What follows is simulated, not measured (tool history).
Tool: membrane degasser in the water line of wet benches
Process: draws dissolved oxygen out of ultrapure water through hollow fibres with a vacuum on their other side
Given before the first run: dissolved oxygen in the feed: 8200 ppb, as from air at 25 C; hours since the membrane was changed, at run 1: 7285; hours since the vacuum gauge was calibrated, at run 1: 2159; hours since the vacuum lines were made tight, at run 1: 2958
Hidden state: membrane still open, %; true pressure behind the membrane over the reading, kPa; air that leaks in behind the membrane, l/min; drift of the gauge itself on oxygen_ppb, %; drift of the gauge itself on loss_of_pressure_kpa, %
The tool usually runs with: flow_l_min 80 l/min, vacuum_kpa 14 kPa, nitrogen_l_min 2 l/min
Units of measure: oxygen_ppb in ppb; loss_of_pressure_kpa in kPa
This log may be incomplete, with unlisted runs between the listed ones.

run	day	flow_l_min	vacuum_kpa	nitrogen_l_min	hours since the membrane was changed	hours since the vacuum gauge was calibrated	hours since the vacuum lines were made tight	oxygen_ppb	loss_of_pressure_kpa
1	0	80	14	2	7285	2159	2958	950.1	33.47
2	5.458	80	14	2	7416	2290	3089	954.5	33.96
3	16.908	80	14	2	7691	2565	3364	943.1	33.39
4	24.779	80	14	1.31	7880	2754	3553	1219.8	33.45
5	34.025	80	14	2.74	8102	2976	3775	788.4	33.85
6	44.358	80	14	1.5	8350	3224	4023	1119.3	33.12
7	52.625	80	14	1.5	8548	3422	4221	1130.5	33.77
8	59.362	80	14	1.5	8710	3584	4383	1133.1	33.42
9	69.112	80	14	1.5	8944	3818	4617	1126.4	33.44
10	76.138	80	14	4.84	9112	3986	4786	557.2	33.28
11	82.875	80	14	4.84	9274	4148	4947	557.1	33.35
# day 88.3: vacuum gauge calibrated
12	90.225	80	11.6	2	9450	46	5123	791.2	33.3
13	100.421	80	13.7	1.03	9694	291	5368	1372.2	33.43
# day 107.642: seals of the vacuum lines changed
14	108.967	58	14	2.48	9898	494	32	618.6	24.16
15	115.688	58	14	2.48	10059	655	193	612.5	24
16	126.696	58	14	2.48	10323	920	457	612.5	23.78
17	132.488	58	12.9	3.04	10462	1059	596	495.7	23.93
18	137.342	77	14	4.24	10579	1175	713	583.1	31.92
19	147.875	65	9.3	1.37	10831	1428	966	635.8	26.77
20	158.946	65	9.3	0.81	11097	1693	1231	879.1	26.76
21	165.2	55	14	2.1	11247	1844	1381	655.1	22.78
22	175.346	59	14	4.7	11491	2087	1625	406.5	24.45
23	180.404	59	14	4.7	11612	2208	1746	401.3	24.19

For some of the steps in loss_of_pressure_kpa from one run to the next: how much would appear even if the tool had no hidden state, given the settings, what came in and random variation, and how much remains for the hidden state plus any gauge scatter that the measured result and the result without hidden state don't share?
Run 13 -> 14: flow_l_min 80 -> 58, vacuum_kpa 13.7 -> 14, nitrogen_l_min 1.03 -> 2.48, seals of the vacuum lines changed. loss_of_pressure_kpa -9.27 kPa: hidden state +0.08, all else -9.35.
Run 17 -> 18: flow_l_min 58 -> 77, vacuum_kpa 12.9 -> 14, nitrogen_l_min 3.04 -> 4.24. loss_of_pressure_kpa +7.99 kPa: hidden state -0.15, all else +8.14.
